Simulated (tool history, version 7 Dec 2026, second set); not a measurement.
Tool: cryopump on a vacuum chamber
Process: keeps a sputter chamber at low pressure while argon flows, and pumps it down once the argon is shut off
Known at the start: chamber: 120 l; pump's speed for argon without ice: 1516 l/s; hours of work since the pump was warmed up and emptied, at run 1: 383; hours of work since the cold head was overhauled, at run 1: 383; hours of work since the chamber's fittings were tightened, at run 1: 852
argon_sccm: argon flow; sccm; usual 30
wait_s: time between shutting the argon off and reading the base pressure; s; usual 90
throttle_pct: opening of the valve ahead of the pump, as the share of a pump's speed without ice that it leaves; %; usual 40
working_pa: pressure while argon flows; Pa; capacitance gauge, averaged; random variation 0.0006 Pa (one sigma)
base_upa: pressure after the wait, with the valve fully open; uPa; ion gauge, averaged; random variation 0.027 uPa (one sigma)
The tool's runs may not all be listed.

| run | hour | argon_sccm | wait_s | throttle_pct | hours of work since the pump was warmed up and emptied | hours of work since the cold head was overhauled | hours of work since the chamber's fittings were tightened | working_pa | base_upa |
|---|---|---|---|---|---|---|---|---|---|
| 1 | 0.0 | 30 | 90 | 40 | 383 | 383 | 852 | 0.0859 | 1.71 |
| 2 | 56.4 | 23 | 90 | 40 | 406 | 406 | 876 | 0.0651 | 1.71 |
| 3 | 126.2 | 23 | 44 | 40 | 436 | 436 | 906 | 0.0657 | 2.91 |
| 4 | 159.1 | 30 | 49 | 40 | 450 | 450 | 920 | 0.0860 | 2.63 |
| 5 | 214.7 | 30 | 49 | 40 | 473 | 473 | 943 | 0.0856 | 2.65 |
| 6 | 256.3 | 30 | 49 | 40 | 491 | 491 | 961 | 0.0866 | 2.70 |
| 7 | 303.5 | 30 | 90 | 40 | 511 | 511 | 981 | 0.0863 | 1.78 |
| 8 | 354.8 | 30 | 90 | 40 | 533 | 533 | 1003 | 0.0863 | 1.84 |
| 9 | 406.8 | 30 | 90 | 40 | 555 | 555 | 1025 | 0.0860 | 1.89 |
| 10 | 461.3 | 16 | 90 | 44 | 578 | 578 | 1048 | 0.0424 | 1.89 |
| 11 | 525.9 | 16 | 90 | 44 | 605 | 605 | 1075 | 0.0427 | 1.88 |
| 12 | 582.1 | 51 | 90 | 27 | 629 | 629 | 1099 | 0.2180 | 1.87 |
| 13 | 662.9 | 13 | 179 | 44 | 663 | 663 | 1133 | 0.0348 | 1.43 |
| 14 | 700.3 | 13 | 179 | 44 | 679 | 679 | 1149 | 0.0357 | 1.44 |
| 15 | 772.7 | 17 | 39 | 33 | 710 | 710 | 1180 | 0.0607 | 3.41 |
| 16 | 827.6 | 17 | 39 | 33 | 733 | 733 | 1203 | 0.0605 | 3.36 |

The same runs without the tool's hidden state, with the same run-to-run variation:
The hidden state here: pump's speed, % of a pump's without ice; cold plate's temperature, K; leak into the chamber, uPa l/s; drift of the gauge itself on working_pa, %; drift of the gauge itself on base_upa, %.
| run | working_pa | base_upa |
|---|---|---|
| 1 | 0.0837 | 1.20 |
| 2 | 0.0633 | 1.20 |
| 3 | 0.0638 | 2.35 |
| 4 | 0.0833 | 2.08 |
| 5 | 0.0829 | 2.08 |
| 6 | 0.0837 | 2.11 |
| 7 | 0.0833 | 1.19 |
| 8 | 0.0832 | 1.23 |
| 9 | 0.0827 | 1.25 |
| 10 | 0.0406 | 1.24 |
| 11 | 0.0408 | 1.21 |
| 12 | 0.2116 | 1.20 |
| 13 | 0.0330 | 0.71 |
| 14 | 0.0340 | 0.73 |
| 15 | 0.0583 | 2.65 |
| 16 | 0.0580 | 2.60 |
